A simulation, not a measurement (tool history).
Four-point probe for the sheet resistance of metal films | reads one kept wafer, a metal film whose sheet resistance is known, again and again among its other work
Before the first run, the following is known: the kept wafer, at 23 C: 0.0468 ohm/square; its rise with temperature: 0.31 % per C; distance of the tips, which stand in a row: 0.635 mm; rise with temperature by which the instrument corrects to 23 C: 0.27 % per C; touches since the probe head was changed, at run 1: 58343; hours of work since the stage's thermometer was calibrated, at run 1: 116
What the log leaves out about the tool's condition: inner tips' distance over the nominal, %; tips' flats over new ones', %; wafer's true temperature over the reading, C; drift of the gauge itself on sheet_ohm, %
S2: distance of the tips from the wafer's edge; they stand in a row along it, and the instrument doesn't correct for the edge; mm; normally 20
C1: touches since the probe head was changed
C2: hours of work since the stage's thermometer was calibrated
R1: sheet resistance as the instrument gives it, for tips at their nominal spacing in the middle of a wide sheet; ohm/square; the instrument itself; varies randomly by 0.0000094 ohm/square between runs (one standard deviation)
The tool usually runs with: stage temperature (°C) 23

run 1 day=0 | stage_temperature_(°C)=23 S2=20 | C1=58343 C2=116 | R1=0.047123
run 2 day=0.817 | stage_temperature_(°C)=23 S2=20 | C1=58740 C2=125 | R1=0.047135
run 3 day=1.433 | stage_temperature_(°C)=23 S2=20 | C1=59038 C2=131 | R1=0.047137
run 4 day=2.358 | stage_temperature_(°C)=23 S2=20 | C1=59484 C2=141 | R1=0.047156
run 5 day=2.933 | stage_temperature_(°C)=23 S2=20 | C1=59764 C2=147 | R1=0.047144
run 6 day=3.821 | stage_temperature_(°C)=23 S2=20 | C1=60192 C2=156 | R1=0.047146
run 7 day=4.433 | stage_temperature_(°C)=23 S2=20 | C1=60489 C2=163 | R1=0.047148
run 8 day=4.992 | stage_temperature_(°C)=23 S2=20 | C1=60761 C2=168 | R1=0.04715
run 9 day=5.533 | stage_temperature_(°C)=23 S2=20 | C1=61022 C2=174 | R1=0.047159
run 10 day=6.346 | stage_temperature_(°C)=23 S2=3 | C1=61415 C2=182 | R1=0.04825
run 11 day=7.029 | stage_temperature_(°C)=23 S2=3 | C1=61746 C2=190 | R1=0.048227
run 12 day=7.479 | stage_temperature_(°C)=23 S2=3 | C1=61963 C2=194 | R1=0.048242
run 13 day=8.104 | stage_temperature_(°C)=23 S2=5 | C1=62267 C2=201 | R1=0.047536
run 14 day=8.854 | stage_temperature_(°C)=23 S2=5 | C1=62630 C2=209 | R1=0.047536
run 15 day=9.738 | stage_temperature_(°C)=23 S2=5 | C1=63057 C2=218 | R1=0.04753
run 16 day=10.562 | stage_temperature_(°C)=23 S2=5 | C1=63457 C2=226 | R1=0.047553
run 17 day=11.246 | stage_temperature_(°C)=23 S2=5 | C1=63787 C2=234 | R1=0.047534
run 18 day=12.183 | stage_temperature_(°C)=23 S2=5 | C1=64242 C2=243 | R1=0.047528
run 19 day=12.617 | stage_temperature_(°C)=23 S2=5 | C1=64452 C2=248 | R1=0.04755
run 20 day=13.083 | stage_temperature_(°C)=23 S2=5 | C1=64676 C2=253 | R1=0.047532
-- day=13.146 stage's thermometer calibrated
run 21 day=13.604 | stage_temperature_(°C)=19 S2=20 | C1=64918 C2=5 | R1=0.047081
run 22 day=14.033 | stage_temperature_(°C)=23 S2=20 | C1=65126 C2=9 | R1=0.047158
run 23 day=14.583 | stage_temperature_(°C)=23 S2=20 | C1=65393 C2=15 | R1=0.047164
run 24 day=15.404 | stage_temperature_(°C)=29 S2=31 | C1=65790 C2=24 | R1=0.047251
run 25 day=16.158 | stage_temperature_(°C)=20 S2=4 | C1=66156 C2=31 | R1=0.047717
-- day=16.333 stage's thermometer calibrated, once more
run 26 day=16.717 | stage_temperature_(°C)=24 S2=4 | C1=66415 C2=4 | R1=0.047803
run 27 day=17.358 | stage_temperature_(°C)=24 S2=4 | C1=66726 C2=11 | R1=0.047805
run 28 day=18.108 | stage_temperature_(°C)=25 S2=6 | C1=67090 C2=19 | R1=0.047462
run 29 day=18.917 | stage_temperature_(°C)=24 S2=14 | C1=67482 C2=27 | R1=0.047224
run 30 day=19.475 | stage_temperature_(°C)=19 S2=29 | C1=67750 C2=33 | R1=0.047099
run 31 day=20.229 | stage_temperature_(°C)=19 S2=29 | C1=68117 C2=41 | R1=0.047094
run 32 day=20.762 | stage_temperature_(°C)=19 S2=29 | C1=68375 C2=46 | R1=0.047086
run 33 day=21.692 | stage_temperature_(°C)=19 S2=29 | C1=68824 C2=56 | R1=0.047097
run 34 day=22.267 | stage_temperature_(°C)=19 S2=29 | C1=69102 C2=62 | R1=0.047097
run 35 day=23.1 | stage_temperature_(°C)=20 S2=11 | C1=69507 C2=71 | R1=0.047191
run 36 day=24.025 | stage_temperature_(°C)=26 S2=5 | C1=69953 C2=80 | R1=0.04763
run 37 day=24.588 | stage_temperature_(°C)=19 S2=20 | C1=70226 C2=86 | R1=0.047117
run 38 day=25.325 | stage_temperature_(°C)=27 S2=27 | C1=70584 C2=94 | R1=0.04725
run 39 day=25.85 | stage_temperature_(°C)=18 S2=39 | C1=70837 C2=99 | R1=0.047088
-- day=26.342 new probe head fitted
run 40 day=26.483 | stage_temperature_(°C)=33 S2=13 | C1=68 C2=105 | R1=0.04731
run 41 day=26.871 | stage_temperature_(°C)=22 S2=6 | C1=256 C2=109 | R1=0.047353
run 42 day=27.7 | stage_temperature_(°C)=22 S2=6 | C1=658 C2=118 | R1=0.047365
run 43 day=28.458 | stage_temperature_(°C)=23 S2=10 | C1=1025 C2=126 | R1=0.047197
run 44 day=29.325 | stage_temperature_(°C)=23 S2=7 | C1=1444 C2=135 | R1=0.047294
run 45 day=30.233 | stage_temperature_(°C)=20 S2=4 | C1=1885 C2=145 | R1=0.047677

Each row is a separate what-if for the run after 45, all from the same tool condition, not one after another. Results?
run A day=30.679 | stage_temperature_(°C)=24 S2=13 | C1=2100 C2=149 | R1=?
run B day=30.679 | stage_temperature_(°C)=21 S2=6 | C1=2100 C2=149 | R1=?
run C day=30.679 | stage_temperature_(°C)=25 S2=20 | C1=2100 C2=149 | R1=?
run D day=30.679 | stage_temperature_(°C)=18 S2=19 | C1=2100 C2=149 | R1=?

run=A R1=0.047178
run=B R1=0.047356
run=C R1=0.047159
run=D R1=0.047042
Without the tool's unlogged condition, the same runs would have read:
run=A R1=0.046876
run=B R1=0.047054
run=C R1=0.046857
run=D R1=0.046742

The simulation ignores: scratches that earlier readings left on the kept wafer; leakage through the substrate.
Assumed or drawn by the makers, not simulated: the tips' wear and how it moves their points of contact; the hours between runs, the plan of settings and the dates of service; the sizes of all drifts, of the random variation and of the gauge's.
